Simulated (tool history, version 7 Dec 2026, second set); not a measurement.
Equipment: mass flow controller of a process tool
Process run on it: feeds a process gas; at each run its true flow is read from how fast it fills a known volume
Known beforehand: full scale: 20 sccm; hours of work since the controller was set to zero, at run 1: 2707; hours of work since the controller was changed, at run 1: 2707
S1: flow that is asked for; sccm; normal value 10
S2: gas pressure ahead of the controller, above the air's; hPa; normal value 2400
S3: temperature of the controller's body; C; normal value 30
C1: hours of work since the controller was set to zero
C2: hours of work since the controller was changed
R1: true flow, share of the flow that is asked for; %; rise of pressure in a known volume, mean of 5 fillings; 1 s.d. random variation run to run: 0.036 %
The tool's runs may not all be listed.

| run | hour | S1 | S2 | S3 | C1 | C2 | R1 |
|---|---|---|---|---|---|---|---|
| 1 | 0.0 | 10 | 2400 | 30 | 2707 | 2707 | 98.37 |
| 2 | 113.8 | 10 | 2400 | 30 | 2783 | 2783 | 98.41 |
| 3 | 200.1 | 7 | 2400 | 30 | 2841 | 2841 | 98.17 |
| 4 | 311.2 | 7 | 2400 | 30 | 2916 | 2916 | 98.31 |
| 5 | 367.7 | 7 | 2400 | 30 | 2954 | 2954 | 98.37 |
| 6 | 487.6 | 7 | 2400 | 22 | 3034 | 3034 | 99.34 |
| 7 | 614.2 | 3 | 2400 | 30 | 3119 | 3119 | 98.15 |
| 8 | 678.3 | 3 | 2400 | 30 | 3162 | 3162 | 98.30 |
| 9 | 739.4 | 3 | 2710 | 30 | 3203 | 3203 | 98.26 |
| 10 | 803.6 | 3 | 2710 | 30 | 3246 | 3246 | 98.22 |
| 11 | 913.1 | 3 | 2710 | 30 | 3319 | 3319 | 98.36 |
| 12 | 998.4 | 3 | 2210 | 30 | 3376 | 3376 | 98.62 |
| 13 | 1084.5 | 10 | 1550 | 30 | 3434 | 3434 | 99.53 |
| 14 | 1146.9 | 10 | 1550 | 30 | 3476 | 3476 | 99.60 |
| 15 | 1250.5 | 10 | 1550 | 30 | 3545 | 3545 | 99.68 |
| 16 | 1314.1 | 10 | 2400 | 30 | 3588 | 3588 | 99.49 |
| 17 | 1383.6 | 10 | 2400 | 30 | 3634 | 3634 | 99.59 |
| 18 | 1512.1 | 10 | 2400 | 30 | 3720 | 3720 | 99.76 |
|  | 1518.1 | gauge calibrated |
| 19 | 1619.6 | 10 | 2400 | 30 | 3793 | 3793 | 98.34 |
| 20 | 1689.4 | 10 | 2400 | 30 | 3839 | 3839 | 98.49 |
| 21 | 1773.2 | 10 | 2400 | 30 | 3895 | 3895 | 98.56 |
| 22 | 1883.4 | 10 | 2400 | 30 | 3969 | 3969 | 98.62 |
| 23 | 1947.7 | 7 | 2400 | 28 | 4012 | 4012 | 98.66 |
| 24 | 2038.0 | 15 | 2400 | 22 | 4073 | 4073 | 100.24 |
| 25 | 2103.2 | 10 | 2400 | 28 | 4117 | 4117 | 99.07 |
| 26 | 2167.3 | 4 | 2290 | 23 | 4160 | 4160 | 99.11 |
| 27 | 2288.2 | 4 | 2290 | 23 | 4241 | 4241 | 99.23 |
| 28 | 2375.5 | 17 | 2670 | 28 | 4299 | 4299 | 100.02 |
| 29 | 2437.2 | 16 | 1750 | 24 | 4340 | 4340 | 100.67 |
| 30 | 2509.4 | 18 | 2040 | 36 | 4389 | 4389 | 99.43 |
| 31 | 2565.7 | 18 | 2040 | 36 | 4427 | 4427 | 99.55 |
| 32 | 2656.3 | 18 | 2040 | 36 | 4487 | 4487 | 99.70 |
| 33 | 2742.8 | 18 | 2040 | 36 | 4545 | 4545 | 99.72 |
| 34 | 2800.7 | 18 | 2040 | 36 | 4584 | 4584 | 99.77 |
| 35 | 2876.9 | 13 | 1940 | 34 | 4635 | 4635 | 99.58 |
| 36 | 2964.9 | 6 | 2220 | 30 | 4694 | 4694 | 99.32 |
| 37 | 3081.3 | 10 | 2750 | 25 | 4772 | 4772 | 100.25 |
| 38 | 3212.4 | 3 | 2750 | 25 | 4860 | 4860 | 99.60 |
| 39 | 3294.5 | 2 | 2400 | 30 | 4915 | 4915 | 99.10 |
| 40 | 3405.3 | 4 | 2160 | 30 | 4989 | 4989 | 99.51 |
|  | 3465.3 | gauge calibrated |
| 41 | 3515.4 | 15 | 2790 | 26 | 5063 | 5063 | 99.21 |
| 42 | 3622.2 | 6 | 2220 | 24 | 5135 | 5135 | 98.75 |
| 43 | 3696.4 | 4 | 1780 | 23 | 5184 | 5184 | 98.85 |
| 44 | 3781.8 | 4 | 1780 | 23 | 5241 | 5241 | 98.86 |

Hidden state or all else? Some run-to-run changes of R1, split into what the settings, what came in and random variation would give without the hidden state, and what is left for the hidden state (with any gauge scatter that isn't in both results):
Hidden conditions of the tool in this case: flow at rest that the sensor doesn't see, % of full scale; true flow over the shown one, %; drift of the gauge itself on true_pct, %.
Run 5 -> 6: S3 30 -> 22. R1 +0.97 %: hidden state +0.12, all else +0.85.
Run 18 -> 19: gauge calibrated. R1 -1.42 %: hidden state -1.32, all else -0.10.
Run 23 -> 24: S1 7 -> 15, S3 28 -> 22. R1 +1.58 %: hidden state +0.08, all else +1.50.
Run 29 -> 30: S1 16 -> 18, S2 1750 -> 2040, S3 24 -> 36. R1 -1.24 %: hidden state +0.06, all else -1.30.
Run 40 -> 41: S1 4 -> 15, S2 2160 -> 2790, S3 30 -> 26, gauge calibrated. R1 -0.30 %: hidden state -1.72, all else +1.42.
